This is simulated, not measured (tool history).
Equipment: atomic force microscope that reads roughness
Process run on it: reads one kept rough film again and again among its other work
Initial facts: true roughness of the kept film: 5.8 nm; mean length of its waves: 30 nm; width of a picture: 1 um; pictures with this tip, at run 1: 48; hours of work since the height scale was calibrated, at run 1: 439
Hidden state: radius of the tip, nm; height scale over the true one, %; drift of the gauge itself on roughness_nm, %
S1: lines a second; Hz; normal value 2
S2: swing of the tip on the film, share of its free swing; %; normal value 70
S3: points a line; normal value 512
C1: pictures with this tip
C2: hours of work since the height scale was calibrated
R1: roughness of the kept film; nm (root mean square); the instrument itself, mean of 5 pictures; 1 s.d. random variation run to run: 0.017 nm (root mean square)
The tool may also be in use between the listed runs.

{"run": 1, "day": 0.0, "S1": 2, "S2": 70, "S3": 512, "C1": 48, "C2": 439, "R1": 2.827}
{"day": 1.271, "done": "new tip fitted"}
{"run": 2, "day": 2.371, "S1": 2, "S2": 70, "S3": 883, "C1": 42, "C2": 484, "R1": 2.953}
{"day": 3.762, "done": "new tip fitted"}
{"run": 3, "day": 4.583, "S1": 2, "S2": 70, "S3": 883, "C1": 31, "C2": 526, "R1": 3.231}
{"day": 6.321, "done": "new tip fitted"}
{"run": 4, "day": 6.417, "S1": 2, "S2": 70, "S3": 883, "C1": 3, "C2": 561, "R1": 4.021}
{"run": 5, "day": 7.808, "S1": 2, "S2": 70, "S3": 883, "C1": 56, "C2": 588, "R1": 2.868}
{"day": 8.862, "done": "new tip fitted"}
{"run": 6, "day": 10.067, "S1": 2, "S2": 63, "S3": 512, "C1": 46, "C2": 630, "R1": 3.232}
{"run": 7, "day": 11.192, "S1": 2, "S2": 70, "S3": 512, "C1": 89, "C2": 652, "R1": 2.482}
{"day": 11.371, "done": "new tip fitted"}
{"run": 8, "day": 12.242, "S1": 2, "S2": 70, "S3": 512, "C1": 33, "C2": 672, "R1": 3.219}
{"run": 9, "day": 13.388, "S1": 2, "S2": 70, "S3": 512, "C1": 77, "C2": 693, "R1": 2.496}
{"day": 13.896, "done": "new tip fitted"}
{"run": 10, "day": 14.558, "S1": 2, "S2": 70, "S3": 512, "C1": 25, "C2": 716, "R1": 3.337}
{"day": 16.438, "done": "new tip fitted"}
{"run": 11, "day": 16.475, "S1": 2, "S2": 70, "S3": 512, "C1": 2, "C2": 752, "R1": 4.071}
{"run": 12, "day": 17.779, "S1": 1.62, "S2": 57, "S3": 512, "C1": 52, "C2": 777, "R1": 3.101}
{"day": 18.85, "done": "new tip fitted"}
{"run": 13, "day": 18.967, "S1": 1.62, "S2": 66, "S3": 827, "C1": 4, "C2": 799, "R1": 4.159}
{"run": 14, "day": 20.517, "S1": 2, "S2": 65, "S3": 744, "C1": 63, "C2": 829, "R1": 2.915}
{"day": 21.317, "done": "new tip fitted"}
{"run": 15, "day": 21.617, "S1": 0.73, "S2": 70, "S3": 623, "C1": 11, "C2": 849, "R1": 4.034}
{"run": 16, "day": 22.975, "S1": 0.73, "S2": 69, "S3": 372, "C1": 63, "C2": 875, "R1": 2.862}
{"day": 23.804, "done": "new tip fitted"}
{"run": 17, "day": 24.771, "S1": 0.9, "S2": 84, "S3": 469, "C1": 37, "C2": 909, "R1": 3.192}
{"day": 26.283, "done": "new tip fitted"}
{"run": 18, "day": 26.4, "S1": 2, "S2": 70, "S3": 973, "C1": 4, "C2": 940, "R1": 3.963}
{"run": 19, "day": 27.462, "S1": 2.94, "S2": 84, "S3": 512, "C1": 45, "C2": 960, "R1": 2.454}
{"day": 28.721, "done": "new tip fitted"}
{"run": 20, "day": 28.8, "S1": 1.86, "S2": 85, "S3": 598, "C1": 3, "C2": 986, "R1": 3.604}
{"run": 21, "day": 30.946, "S1": 2.9, "S2": 87, "S3": 931, "C1": 85, "C2": 1027, "R1": 1.935}

Predict each of these 3 candidate next runs independently; none follows another, all start after run 21:
{"day": 31.321, "done": "new tip fitted"}
{"run": "A", "day": 31.921, "S1": 0.79, "S2": 68, "S3": 486, "C1": 23, "C2": 1045, "R1": "?"}
{"day": 31.321, "done": "new tip fitted"}
{"run": "B", "day": 31.921, "S1": 1.94, "S2": 60, "S3": 512, "C1": 23, "C2": 1045, "R1": "?"}
{"day": 31.321, "done": "new tip fitted"}
{"run": "C", "day": 31.921, "S1": 3.43, "S2": 87, "S3": 837, "C1": 23, "C2": 1045, "R1": "?"}

run=A R1=3.704
run=B R1=3.619
run=C R1=2.568
Without the tool's hidden state the same runs would have given:
run=A R1=4.42
run=B R1=4.318
run=C R1=3.064

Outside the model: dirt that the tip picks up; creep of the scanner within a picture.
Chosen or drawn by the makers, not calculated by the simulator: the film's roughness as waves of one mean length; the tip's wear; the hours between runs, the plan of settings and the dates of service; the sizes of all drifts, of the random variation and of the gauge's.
